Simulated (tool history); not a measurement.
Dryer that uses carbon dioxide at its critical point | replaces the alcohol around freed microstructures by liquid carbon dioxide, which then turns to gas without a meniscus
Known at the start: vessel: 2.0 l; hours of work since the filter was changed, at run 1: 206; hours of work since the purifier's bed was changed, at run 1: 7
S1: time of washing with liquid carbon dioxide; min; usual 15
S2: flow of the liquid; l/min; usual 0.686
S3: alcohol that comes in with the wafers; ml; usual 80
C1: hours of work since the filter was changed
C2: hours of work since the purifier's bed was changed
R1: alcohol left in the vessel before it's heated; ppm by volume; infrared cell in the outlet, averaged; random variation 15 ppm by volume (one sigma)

run   hour  S1     S2   S3   C1   C2    R1
  1      0  15  0.686   80  206    7  1155
  2   15.6  15  0.686   80  216   17  1193
  3   26.3  15  0.686   80  223   24  1162
  4   37.8  15  0.686   80  231   32  1199
  5   56.8  15  0.686   80  243   44  1210
  6   75.6  15  0.686   42  256   57   644
  7   95.1  15  0.773   80  268   69   768
  8  113.9  10  0.686   64  281   82  3078
  9  134.2  14  0.686   80  294   95  1578
 10  145.5  15  0.686   46  301  103   748
 11  165.9  15  0.718  115  315  116  1597
 12  180.2  10  1.008   26  324  125   446
 13  199.7  11  0.624   39  337  138  2001

3 ways to go on from here, each from the tool as it stands after run 13. What would each give?
  A  212.8  15  0.686  113  346  147   ?
  B  212.8  15  1.134  105  346  147   ?
  C  212.8  18  0.624   39  346  147   ?

run    R1
  A  1867
  B   206
  C   527
Without the tool's hidden state the same runs would have given:
run    R1
  A  1372
  B    96
  C   349
